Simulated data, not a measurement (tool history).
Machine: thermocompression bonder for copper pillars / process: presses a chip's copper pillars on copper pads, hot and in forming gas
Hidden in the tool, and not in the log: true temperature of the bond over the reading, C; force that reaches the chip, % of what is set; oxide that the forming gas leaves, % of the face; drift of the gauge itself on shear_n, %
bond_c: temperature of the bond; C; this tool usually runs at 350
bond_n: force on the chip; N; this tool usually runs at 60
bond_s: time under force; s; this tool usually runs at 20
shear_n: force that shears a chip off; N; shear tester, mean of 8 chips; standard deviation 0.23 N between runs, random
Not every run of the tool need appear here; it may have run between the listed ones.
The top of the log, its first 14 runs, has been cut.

| run | day | bond_c | bond_n | bond_s | hours of work since the heater was calibrated | hours of work since the force cell was calibrated | hours of work since the gas filter was changed | shear_n |
|---|---|---|---|---|---|---|---|---|
| 15 | 12.196 | 350 | 60 | 17 | 314 | 192 | 34 | 34.8 |
| 16 | 12.871 | 350 | 60 | 20 | 323 | 201 | 43 | 36.9 |
| 17 | 14.067 | 350 | 73 | 20 | 339 | 217 | 59 | 40.5 |
| 18 | 14.742 | 350 | 73 | 20 | 348 | 226 | 68 | 39.7 |
| 19 | 15.454 | 350 | 73 | 20 | 357 | 236 | 77 | 39.3 |
| 20 | 16.462 | 350 | 51 | 20 | 371 | 249 | 91 | 32.1 |
| 21 | 17.208 | 350 | 67 | 16 | 381 | 259 | 101 | 34.5 |
| 22 | 17.858 | 374 | 45 | 25 | 390 | 268 | 110 | 40.2 |
|  | 18.567 | forming gas filter changed |
| 23 | 18.85 | 361 | 52 | 20 | 403 | 281 | 4 | 39.2 |
| 24 | 19.8 | 371 | 44 | 37 | 415 | 294 | 17 | 47.5 |
| 25 | 20.554 | 364 | 52 | 21 | 426 | 304 | 27 | 39.7 |
| 26 | 21.529 | 350 | 60 | 12 | 439 | 317 | 40 | 30.7 |
|  | 21.683 | heater calibrated with a thermocouple chip |
| 27 | 22.138 | 377 | 60 | 34 | 6 | 324 | 47 | 54.8 |
| 28 | 23.362 | 377 | 39 | 34 | 22 | 340 | 63 | 44.6 |
| 29 | 24.371 | 377 | 81 | 19 | 36 | 354 | 77 | 51.7 |
| 30 | 25.133 | 377 | 81 | 19 | 46 | 364 | 87 | 51.4 |
| 31 | 25.696 | 355 | 79 | 20 | 54 | 372 | 95 | 43 |
| 32 | 26.679 | 350 | 60 | 23 | 67 | 385 | 108 | 37.3 |
|  | 27.175 | heater calibrated with a thermocouple chip, once more |
|  | 27.529 | forming gas filter changed |
| 33 | 27.621 | 350 | 44 | 42 | 6 | 396 | 1 | 40 |
| 34 | 28.504 | 350 | 60 | 18 | 18 | 408 | 13 | 34 |

Run 35 comes next. What will it give?
| 35 | 29.329 | 350 | 60 | 18 | 29 | 419 | 24 | ? |

Logged for run 35: shear_n 34 N.
On a tool with no hidden condition, and with the same random variation, this run would have come out at shear_n 35.3 N.

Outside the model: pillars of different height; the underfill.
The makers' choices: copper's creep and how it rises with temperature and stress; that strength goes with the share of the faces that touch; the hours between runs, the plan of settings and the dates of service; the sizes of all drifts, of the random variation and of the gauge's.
